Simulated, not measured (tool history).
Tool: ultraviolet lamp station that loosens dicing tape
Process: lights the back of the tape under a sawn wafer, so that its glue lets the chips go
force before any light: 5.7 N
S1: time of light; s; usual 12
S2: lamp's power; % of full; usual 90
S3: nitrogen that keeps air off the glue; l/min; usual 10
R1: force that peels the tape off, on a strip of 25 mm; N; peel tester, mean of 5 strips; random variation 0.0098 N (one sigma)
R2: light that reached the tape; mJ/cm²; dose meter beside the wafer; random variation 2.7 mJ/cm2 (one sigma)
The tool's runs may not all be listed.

| run | hour | S1 | S2 | S3 | R1 | R2 |
|---|---|---|---|---|---|---|
| 1 | 0.0 | 12 | 90 | 10 | 0.521 | 303 |
| 2 | 10.5 | 12 | 90 | 10 | 0.551 | 301 |
| 3 | 23.0 | 12 | 82 | 10 | 0.626 | 275 |
| 4 | 34.7 | 12 | 82 | 10 | 0.675 | 273 |
|  | 42.5 | window cleaned of glue's vapour |
| 5 | 47.9 | 12 | 90 | 10 | 0.593 | 293 |
| 6 | 59.2 | 12 | 90 | 10 | 0.598 | 292 |
| 7 | 72.5 | 12 | 90 | 10 | 0.570 | 296 |
| 8 | 78.3 | 12 | 90 | 10 | 0.594 | 294 |
| 9 | 86.0 | 12 | 90 | 4 | 0.928 | 288 |
| 10 | 99.3 | 12 | 90 | 4 | 0.924 | 289 |
|  | 108.1 | window cleaned of glue's vapour, once more |
| 11 | 109.4 | 20 | 62 | 10 | 0.403 | 359 |
| 12 | 118.6 | 12 | 95 | 5 | 0.681 | 324 |
| 13 | 131.7 | 12 | 71 | 10 | 0.790 | 242 |
| 14 | 141.4 | 12 | 71 | 10 | 0.793 | 247 |
| 15 | 148.2 | 12 | 79 | 6 | 0.837 | 270 |
| 16 | 161.7 | 9 | 61 | 17 | 1.303 | 159 |
| 17 | 168.6 | 12 | 90 | 3 | 0.972 | 310 |
| 18 | 176.7 | 12 | 83 | 15 | 0.511 | 284 |
| 19 | 188.5 | 9 | 90 | 8 | 0.965 | 226 |
| 20 | 199.8 | 7 | 86 | 9 | 1.475 | 169 |

The same runs without the tool's hidden state, with the same run-to-run variation:
The hidden state here: lamp's light, % of a new lamp's; light that the window lets through, % of a clean one's; drift of the gauge itself on peel_n, %; drift of the gauge itself on dose_mj_cm2, %.
| run | R1 | R2 |
|---|---|---|
| 1 | 0.406 | 349 |
| 2 | 0.428 | 348 |
| 3 | 0.480 | 320 |
| 4 | 0.517 | 319 |
| 5 | 0.439 | 349 |
| 6 | 0.440 | 348 |
| 7 | 0.414 | 353 |
| 8 | 0.430 | 353 |
| 9 | 0.681 | 346 |
| 10 | 0.675 | 349 |
| 11 | 0.336 | 402 |
| 12 | 0.555 | 365 |
| 13 | 0.641 | 274 |
| 14 | 0.642 | 279 |
| 15 | 0.676 | 306 |
| 16 | 1.081 | 181 |
| 17 | 0.784 | 354 |
| 18 | 0.403 | 325 |
| 19 | 0.769 | 260 |
| 20 | 1.213 | 195 |
